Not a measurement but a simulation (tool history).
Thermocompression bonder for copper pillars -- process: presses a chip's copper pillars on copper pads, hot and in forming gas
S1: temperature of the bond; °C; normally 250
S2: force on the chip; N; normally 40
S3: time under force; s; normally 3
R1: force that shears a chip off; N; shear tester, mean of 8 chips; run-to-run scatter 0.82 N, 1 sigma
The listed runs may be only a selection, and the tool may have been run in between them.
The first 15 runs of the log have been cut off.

run   hour   S1  S2  S3    R1
 16  138.4  250  40   3  64.0
 17  145.2  250  40   3  64.8
 18  155.3  250  40   3  65.8
 19  166.8  250  40   3  64.8
 20  174.0  250  40   3  63.8
 21  179.3  237  40   5  64.9
 22  187.2  250  39   3  61.5
 23  197.8  250  39   3  62.2
 24  206.0  256  29   2  51.9
 25  218.3  256  29   2  51.6
 26  229.6  279  52   2  77.6
 27  241.6  246  25   3  47.7
 28  252.3  246  27   3  49.2
 29  262.2  221  57   7  66.9
 30  267.4  221  57   7  69.3
 31  278.6  221  50   7  63.7
 32  287.9  243  37   8  70.8
 33  293.9  249  37   2  53.7
 34  299.0  249  37   2  53.5
 35  304.5  249  37   3  61.2
     312.1  -- heater calibrated with a thermocouple chip
 36  314.6  280  28   8  74.3
 37  323.3  280  31   7  75.8
 38  333.5  280  31   5  71.7
 39  339.0  228  35   5  49.2

Predict each of these 5 candidate next runs independently; none follows another, all start after run 39:
  A  344.8  228  59   8   ?
  B  344.8  251  31   7   ?
  C  344.8  269  39   2   ?
  D  344.8  235  30   2   ?
  E  344.8  228  32   5   ?

run    R1
  A  68.7
  B  64.6
  C  62.1
  D  36.3
  E  47.0
With no hidden state in the tool, these same runs would have given:
run    R1
  A  75.6
  B  71.0
  C  68.3
  D  39.9
  E  51.7
